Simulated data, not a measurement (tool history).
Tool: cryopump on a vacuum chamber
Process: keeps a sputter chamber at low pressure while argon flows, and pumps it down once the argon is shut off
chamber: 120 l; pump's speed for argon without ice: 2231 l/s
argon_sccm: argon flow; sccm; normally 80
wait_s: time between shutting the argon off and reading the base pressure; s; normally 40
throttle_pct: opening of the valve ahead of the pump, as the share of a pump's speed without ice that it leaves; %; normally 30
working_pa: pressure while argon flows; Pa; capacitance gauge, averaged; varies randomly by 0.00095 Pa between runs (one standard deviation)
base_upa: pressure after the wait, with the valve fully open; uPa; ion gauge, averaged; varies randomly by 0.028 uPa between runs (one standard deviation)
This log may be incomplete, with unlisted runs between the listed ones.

run	hour	argon_sccm	wait_s	throttle_pct	working_pa	base_upa
1	0.0	80	40	30	0.2078	1.83
2	16.3	80	40	26	0.2377	1.83
3	42.6	80	40	26	0.2390	1.77
4	69.0	80	40	26	0.2420	1.87
5	85.0	80	40	26	0.2395	1.88
6	103.2	80	40	26	0.2407	1.86
7	120.8	80	40	39	0.1624	1.86

What will run 8 give?
8	140.0	80	40	39	?	?

Run 8 gave working_pa 0.1639 Pa, base_upa 1.92 uPa.
Had the tool carried no hidden state, the very same run would have given working_pa 0.1567 Pa, base_upa 1.36 uPa.
